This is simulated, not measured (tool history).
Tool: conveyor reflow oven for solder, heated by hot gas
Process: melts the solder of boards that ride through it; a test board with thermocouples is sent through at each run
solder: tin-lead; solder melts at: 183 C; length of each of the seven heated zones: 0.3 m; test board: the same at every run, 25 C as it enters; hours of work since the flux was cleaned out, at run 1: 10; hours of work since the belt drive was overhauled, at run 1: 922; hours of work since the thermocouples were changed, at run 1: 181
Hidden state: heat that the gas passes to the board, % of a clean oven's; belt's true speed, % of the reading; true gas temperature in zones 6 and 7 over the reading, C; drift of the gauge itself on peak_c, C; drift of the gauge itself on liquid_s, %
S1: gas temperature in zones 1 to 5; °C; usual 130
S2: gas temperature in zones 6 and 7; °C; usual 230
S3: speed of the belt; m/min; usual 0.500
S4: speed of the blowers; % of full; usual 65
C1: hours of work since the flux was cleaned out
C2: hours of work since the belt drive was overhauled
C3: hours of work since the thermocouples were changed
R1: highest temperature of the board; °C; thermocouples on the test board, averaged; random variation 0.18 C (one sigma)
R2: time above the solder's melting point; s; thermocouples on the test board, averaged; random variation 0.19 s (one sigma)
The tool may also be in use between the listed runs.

| run | day | S1 | S2 | S3 | S4 | C1 | C2 | C3 | R1 | R2 |
|---|---|---|---|---|---|---|---|---|---|---|
| 1 | 0.000 | 130 | 230 | 0.500 | 65 | 10 | 922 | 181 | 210.8 | 46.9 |
| 2 | 1.225 | 130 | 230 | 0.500 | 65 | 30 | 941 | 201 | 211.3 | 46.5 |
| 3 | 2.779 | 130 | 230 | 0.500 | 65 | 55 | 966 | 226 | 211.1 | 46.9 |
|  | 4.483 | belt drive overhauled, speed set with a stopwatch |
| 4 | 5.012 | 144 | 230 | 0.500 | 65 | 88 | 9 | 259 | 212.4 | 52.1 |
| 5 | 6.942 | 130 | 230 | 0.522 | 65 | 119 | 40 | 290 | 207.6 | 40.5 |
| 6 | 8.583 | 130 | 230 | 0.522 | 65 | 146 | 66 | 316 | 207.7 | 40.6 |
| 7 | 10.800 | 130 | 234 | 0.500 | 65 | 181 | 102 | 352 | 212.2 | 46.8 |
|  | 11.996 | flux residue cleaned out of gas plates and filters |
| 8 | 13.375 | 130 | 230 | 0.436 | 65 | 22 | 140 | 390 | 214.8 | 57.5 |
| 9 | 14.592 | 130 | 230 | 0.436 | 65 | 42 | 159 | 409 | 214.4 | 57.1 |
| 10 | 16.896 | 130 | 230 | 0.500 | 80 | 79 | 196 | 446 | 213.7 | 49.6 |
| 11 | 18.838 | 139 | 225 | 0.578 | 72 | 110 | 227 | 478 | 204.3 | 35.6 |
| 12 | 20.896 | 130 | 230 | 0.427 | 65 | 143 | 260 | 511 | 214.4 | 58.2 |
| 13 | 23.071 | 130 | 230 | 0.553 | 60 | 178 | 295 | 546 | 202.6 | 32.6 |
|  | 24.133 | thermocouples of zones 6 and 7 changed |
|  | 24.571 | flux residue cleaned out of gas plates and filters |
| 14 | 24.775 | 139 | 237 | 0.552 | 88 | 3 | 318 | 7 | 220.8 | 51.7 |
| 15 | 26.504 | 128 | 224 | 0.552 | 54 | 31 | 346 | 35 | 195.9 | 23.4 |
| 16 | 28.196 | 128 | 224 | 0.552 | 54 | 58 | 373 | 62 | 195.8 | 23.2 |
| 17 | 29.871 | 135 | 230 | 0.500 | 51 | 85 | 400 | 89 | 204.5 | 39.7 |
| 18 | 31.146 | 117 | 230 | 0.497 | 64 | 106 | 421 | 109 | 206.0 | 38.0 |

Forecast each of these 4 alternatives for the next run:
| A | 32.362 | 117 | 234 | 0.497 | 64 | 125 | 440 | 129 | ? | ? |
| B | 32.362 | 135 | 237 | 0.494 | 64 | 125 | 440 | 129 | ? | ? |
| C | 32.362 | 117 | 221 | 0.481 | 57 | 125 | 440 | 129 | ? | ? |
| D | 32.362 | 130 | 235 | 0.531 | 65 | 125 | 440 | 129 | ? | ? |

| run | R1 | R2 |
|---|---|---|
| A | 209.4 | 40.8 |
| B | 215.6 | 52.2 |
| C | 196.7 | 27.4 |
| D | 210.5 | 42.4 |
Without the tool's hidden state the same runs would have given:
| run | R1 | R2 |
|---|---|---|
| A | 211.4 | 42.4 |
| B | 217.4 | 53.3 |
| C | 198.5 | 29.9 |
| D | 212.5 | 43.8 |

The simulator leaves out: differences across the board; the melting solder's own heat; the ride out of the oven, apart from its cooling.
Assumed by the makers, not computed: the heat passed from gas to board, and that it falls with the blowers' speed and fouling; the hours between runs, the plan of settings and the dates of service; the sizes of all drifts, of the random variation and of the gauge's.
